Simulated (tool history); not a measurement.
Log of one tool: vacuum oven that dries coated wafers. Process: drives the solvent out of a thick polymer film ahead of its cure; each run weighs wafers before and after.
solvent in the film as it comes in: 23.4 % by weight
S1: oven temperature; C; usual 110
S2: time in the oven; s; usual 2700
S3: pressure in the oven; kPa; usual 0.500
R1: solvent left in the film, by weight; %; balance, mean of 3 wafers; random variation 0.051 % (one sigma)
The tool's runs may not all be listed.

Run 1, hour 0.0: usual settings. Result: R1 1.14 %.
Run 2, hour 62.4: usual settings but S2 1440 s. Result: R1 3.70 %.
Run 3, hour 134.3: usual settings but S1 120 C. Result: R1 0.38 %.
Run 4, hour 168.4: usual settings but S1 100 C. Result: R1 3.48 %.
Run 5, hour 200.4: usual settings but S1 100 C. Result: R1 3.33 %.
Run 6, hour 236.3: usual settings but S1 100 C. Result: R1 3.48 %.
Run 7, hour 309.9: usual settings but S1 100 C. Result: R1 3.41 %.
Run 8, hour 342.1: usual settings but S3 0.826 kPa. Result: R1 1.34 %.
Run 9, hour 408.5: usual settings but S3 0.826 kPa. Result: R1 1.37 %.
Run 10, hour 469.3: usual settings but S2 1380 s. Result: R1 3.87 %.
Run 11, hour 535.5: usual settings but S2 2160 s. Result: R1 1.85 %.
Run 12, hour 577.4: usual settings but S1 116 C. Result: R1 0.62 %.
Run 13, hour 633.2: usual settings but S1 116 C. Result: R1 0.62 %.
Run 14, hour 709.7: usual settings but S1 116 C. Result: R1 0.43 %.
Run 15, hour 765.7: usual settings but S1 116 C. Result: R1 0.66 %.
Run 16, hour 822.3: usual settings. Result: R1 1.11 %.
Run 17, hour 890.3: usual settings. Result: R1 1.21 %.
Run 18, hour 965.1: usual settings but S3 0.967 kPa. Result: R1 1.31 %.
Run 19, hour 1018.8: usual settings. Result: R1 1.00 %.
Run 20, hour 1090.1: usual settings. Result: R1 1.12 %.
Run 21, hour 1169.2: usual settings but S1 123 C. Result: R1 0.47 %.
Run 22, hour 1239.7: usual settings but S1 123 C. Result: R1 0.28 %.
Run 23, hour 1297.7: usual settings but S1 118 C, S2 2820 s, S3 0.736 kPa. Result: R1 0.69 %.
Run 24, hour 1330.4: usual settings but S1 118 C, S2 2820 s, S3 0.736 kPa. Result: R1 0.57 %.
Run 25, hour 1391.1: usual settings but S1 124 C, S2 4200 s, S3 0.380 kPa. Result: R1 0.21 %.
Run 26, hour 1454.8: usual settings but S3 0.269 kPa. Result: R1 0.92 %.
Run 27, hour 1530.3: usual settings but S3 0.269 kPa. Result: R1 1.01 %.
Run 28, hour 1575.1: usual settings but S1 115 C, S3 0.805 kPa. Result: R1 0.87 %.
Run 29, hour 1615.2: usual settings but S2 4260 s. Result: R1 0.56 %.
Run 30, hour 1661.7: usual settings but S3 0.532 kPa. Result: R1 1.13 %.
Run 31, hour 1703.0: usual settings but S1 116 C, S2 1680 s, S3 0.653 kPa. Result: R1 1.37 %.
Run 32, hour 1774.7: usual settings but S1 116 C, S2 1680 s, S3 0.653 kPa. Result: R1 1.46 %.
Run 33, hour 1822.5: usual settings but S2 1620 s, S3 0.547 kPa. Result: R1 3.00 %.
Run 34, hour 1895.3: usual settings but S1 98 C, S2 1560 s, S3 0.484 kPa. Result: R1 7.61 %.

Forecast run 35:
At hour 1919.5: oven's thermocouples calibrated.
Run 35, hour 1963.0: usual settings but S1 98 C, S2 1560 s, S3 0.484 kPa. Result: R1 ?.

R1: 7.82 %
Without the tool's hidden state the same run would have given R1 7.69 %.

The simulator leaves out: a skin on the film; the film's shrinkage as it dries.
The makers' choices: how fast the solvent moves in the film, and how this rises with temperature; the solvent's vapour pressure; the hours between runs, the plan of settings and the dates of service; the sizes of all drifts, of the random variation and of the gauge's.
